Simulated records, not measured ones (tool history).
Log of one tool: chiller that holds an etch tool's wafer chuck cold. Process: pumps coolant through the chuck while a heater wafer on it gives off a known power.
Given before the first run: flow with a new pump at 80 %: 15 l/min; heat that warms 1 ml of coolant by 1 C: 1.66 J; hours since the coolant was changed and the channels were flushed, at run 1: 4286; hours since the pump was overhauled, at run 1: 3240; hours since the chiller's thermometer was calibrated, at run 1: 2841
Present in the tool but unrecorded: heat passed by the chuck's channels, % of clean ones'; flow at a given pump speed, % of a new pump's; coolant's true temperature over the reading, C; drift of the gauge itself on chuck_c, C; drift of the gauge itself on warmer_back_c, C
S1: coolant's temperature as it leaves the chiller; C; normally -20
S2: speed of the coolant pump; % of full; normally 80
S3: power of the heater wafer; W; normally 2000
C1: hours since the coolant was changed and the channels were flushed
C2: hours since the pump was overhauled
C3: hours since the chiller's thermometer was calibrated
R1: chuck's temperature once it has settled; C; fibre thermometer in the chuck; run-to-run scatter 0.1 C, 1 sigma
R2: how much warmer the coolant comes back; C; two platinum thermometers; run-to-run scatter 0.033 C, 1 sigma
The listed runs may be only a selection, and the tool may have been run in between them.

Run 1, hour 0: usual settings; C1 4286; C2 3240; C3 2841. Result: R1 1 C, R2 5.05 C.
Run 2, hour 81: usual settings but S2 74 % of full; C1 4367; C2 3321; C3 2922. Result: R1 1.8 C, R2 5.47 C.
Run 3, hour 165.6: usual settings but S2 74 % of full; C1 4452; C2 3406; C3 3007. Result: R1 2 C, R2 5.55 C.
Run 4, hour 243.4: usual settings but S2 74 % of full, S3 1175 W; C1 4530; C2 3484; C3 3085. Result: R1 -7.2 C, R2 3.21 C.
Run 5, hour 313.7: usual settings but S1 -23 C; C1 4600; C2 3554; C3 3155. Result: R1 -2 C, R2 5.08 C.
Run 6, hour 377.2: usual settings but S1 -23 C; C1 4663; C2 3618; C3 3219. Result: R1 -1.8 C, R2 5.18 C.
Run 7, hour 451.2: usual settings but S1 -23 C; C1 4737; C2 3692; C3 3293. Result: R1 -1.6 C, R2 5.02 C.
Run 8, hour 516.3: usual settings but S1 -23 C, S3 1000 W; C1 4803; C2 3757; C3 3358. Result: R1 -12.7 C, R2 2.57 C.
Run 9, hour 589.2: usual settings but S1 -23 C, S3 1000 W; C1 4875; C2 3830; C3 3431. Result: R1 -12.6 C, R2 2.55 C.
Run 10, hour 625.7: usual settings but S1 -23 C, S2 67 % of full, S3 1000 W; C1 4912; C2 3866; C3 3467. Result: R1 -11.5 C, R2 3.06 C.
At hour 697.3: chiller's thermometer calibrated.
Run 11, hour 704.6: usual settings but S1 -11 C, S2 67 % of full, S3 1000 W; C1 4990; C2 3944; C3 7. Result: R1 1 C, R2 3.04 C.
Run 12, hour 791.1: usual settings but S1 -14 C, S2 67 % of full, S3 1000 W; C1 5076; C2 4031; C3 94. Result: R1 -2 C, R2 3.06 C.
Run 13, hour 861.1: usual settings but S1 -14 C, S2 67 % of full, S3 1000 W; C1 5146; C2 4101; C3 164. Result: R1 -1.8 C, R2 3.11 C.
Run 14, hour 916.2: usual settings but S1 -14 C, S2 67 % of full, S3 1000 W; C1 5201; C2 4156; C3 219. Result: R1 -2 C, R2 3.07 C.
Run 15, hour 998.9: usual settings but S1 -17 C; C1 5284; C2 4238; C3 302. Result: R1 5.1 C, R2 5.14 C.
Run 16, hour 1065.4: usual settings but S1 -18 C, S2 90 % of full, S3 2010 W; C1 5351; C2 4305; C3 368. Result: R1 3 C, R2 4.57 C.
Run 17, hour 1140.1: usual settings but S1 -18 C, S2 90 % of full, S3 2162 W; C1 5425; C2 4380; C3 443. Result: R1 4.6 C, R2 5 C.
Run 18, hour 1214.2: usual settings but S1 -22 C, S2 62 % of full, S3 2162 W; C1 5499; C2 4454; C3 517. Result: R1 5.4 C, R2 7.14 C.
Run 19, hour 1261.3: usual settings but S1 -28 C, S2 94 % of full, S3 1286 W; C1 5547; C2 4501; C3 564. Result: R1 -14.9 C, R2 2.85 C.
Run 20, hour 1308.5: usual settings but S1 -15 C, S2 94 % of full, S3 1286 W; C1 5594; C2 4548; C3 611. Result: R1 -2 C, R2 2.77 C.
Run 21, hour 1371.3: usual settings but S1 -21 C, S2 94 % of full, S3 1286 W; C1 5657; C2 4611; C3 674. Result: R1 -7.9 C, R2 2.84 C.
Run 22, hour 1411.3: usual settings but S1 -21 C, S2 94 % of full, S3 1286 W; C1 5697; C2 4651; C3 714. Result: R1 -7.9 C, R2 2.81 C.
Run 23, hour 1470.9: usual settings but S1 -29 C, S3 2256 W; C1 5756; C2 4710; C3 774. Result: R1 -3.7 C, R2 5.82 C.
Run 24, hour 1554.7: usual settings but S1 -15 C, S2 84 % of full; C1 5840; C2 4794; C3 857. Result: R1 6.9 C, R2 4.92 C.
Run 25, hour 1599.9: usual settings but S1 -15 C, S2 84 % of full; C1 5885; C2 4839; C3 903. Result: R1 6.9 C, R2 4.93 C.
Run 26, hour 1665.3: usual settings but S1 -15 C, S2 84 % of full; C1 5950; C2 4905; C3 968. Result: R1 6.8 C, R2 4.92 C.
Run 27, hour 1740.5: usual settings but S1 -14 C, S3 2733 W; C1 6026; C2 4980; C3 1043. Result: R1 16.9 C, R2 7.1 C.
Run 28, hour 1805: usual settings but S2 63 % of full, S3 1380 W; C1 6090; C2 5044; C3 1108. Result: R1 -2.4 C, R2 4.58 C.
Run 29, hour 1870: usual settings but S1 -28 C, S2 72 % of full, S3 1763 W; C1 6155; C2 5109; C3 1173. Result: R1 -7 C, R2 5.16 C.

Below are 5 alternative next runs, each starting from the tool's condition after run 29. Predict each:
Run A, hour 1951.7: usual settings but S1 -30 C, S3 1554 W; C1 6237; C2 5191; C3 1254. Result: R1 ?, R2 ?.
Run B, hour 1951.7: usual settings but S1 -28 C, S2 88 % of full, S3 1763 W; C1 6237; C2 5191; C3 1254. Result: R1 ?, R2 ?.
Run C, hour 1951.7: usual settings but S1 -28 C, S2 91 % of full, S3 2594 W; C1 6237; C2 5191; C3 1254. Result: R1 ?, R2 ?.
Run D, hour 1951.7: usual settings but S1 -11 C, S2 72 % of full, S3 1763 W; C1 6237; C2 5191; C3 1254. Result: R1 ?, R2 ?.
Run E, hour 1951.7: usual settings but S1 -28 C, S2 72 % of full, S3 1482 W; C1 6237; C2 5191; C3 1254. Result: R1 ?, R2 ?.

run     R1    R2
  A  -12.2  4.05
  B   -8.9   4.2
  C   -0.4  6.04
  D   10.1  5.08
  E  -10.2  4.29
The same runs, with their run-to-run variation unchanged, on a tool lacking any hidden condition would have given:
run     R1    R2
  A  -15.3  3.73
  B  -12.2  3.87
  C   -5.3  5.56
  D    6.4  4.68
  E  -13.3  3.95

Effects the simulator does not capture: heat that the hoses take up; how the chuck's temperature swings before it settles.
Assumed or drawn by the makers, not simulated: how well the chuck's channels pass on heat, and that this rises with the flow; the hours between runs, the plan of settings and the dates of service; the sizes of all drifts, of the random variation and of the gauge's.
